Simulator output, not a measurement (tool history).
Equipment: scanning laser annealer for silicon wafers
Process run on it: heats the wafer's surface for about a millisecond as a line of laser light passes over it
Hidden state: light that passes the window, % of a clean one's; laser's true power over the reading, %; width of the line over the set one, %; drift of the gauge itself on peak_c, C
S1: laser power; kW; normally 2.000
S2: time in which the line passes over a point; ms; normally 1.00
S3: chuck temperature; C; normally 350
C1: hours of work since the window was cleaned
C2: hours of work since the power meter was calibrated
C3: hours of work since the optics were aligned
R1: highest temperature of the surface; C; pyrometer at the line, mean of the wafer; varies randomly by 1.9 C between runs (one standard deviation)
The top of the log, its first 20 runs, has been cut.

run,day,S1,S2,S3,C1,C2,C3,R1
21,6.596,2.000,1.00,358,581,264,559,1116
22,6.912,2.023,0.93,321,585,268,562,1062
23,7.300,1.901,0.71,359,589,273,567,950
24,7.617,2.000,1.00,335,593,276,571,1093
25,8.046,2.170,0.98,340,598,281,576,1162
26,8.450,2.000,0.91,350,603,286,580,1066
# day 8.612: laser's power meter calibrated
27,8.767,2.000,1.00,321,605,2,583,1077
28,9.096,2.000,1.00,321,609,6,587,1075
29,9.496,1.875,0.78,389,614,10,591,999
30,9.696,1.845,1.00,351,616,13,594,1041
31,10.017,1.830,1.00,389,620,17,597,1071
# day 10.262: laser's power meter calibrated, once more
32,10.421,1.830,1.00,389,623,2,601,1068
33,10.721,1.830,1.00,389,627,5,604,1068
34,11.108,1.830,1.00,389,631,10,609,1071
35,11.529,2.000,1.04,374,636,15,614,1141
36,11.967,2.000,1.04,374,641,20,619,1142
37,12.275,2.000,1.04,374,645,24,623,1142
38,12.725,1.722,1.04,324,650,29,628,974
39,12.912,1.722,1.04,324,652,31,630,976
40,13.279,1.854,1.23,373,657,36,634,1146
41,13.471,1.854,1.23,373,659,38,637,1144

4 ways to go on from here, each from the tool as it stands after run 41. What would each give?
A,13.875,2.000,0.97,350,664,43,641,?
B,13.875,2.000,1.00,314,664,43,641,?
C,13.875,1.979,1.24,327,664,43,641,?
D,13.875,1.999,1.07,378,664,43,641,?

run,R1
A,1089
B,1063
C,1162
D,1160
With the hidden condition removed and each run's random variation left untouched, the same runs would have given:
run,R1
A,1131
B,1106
C,1209
D,1204
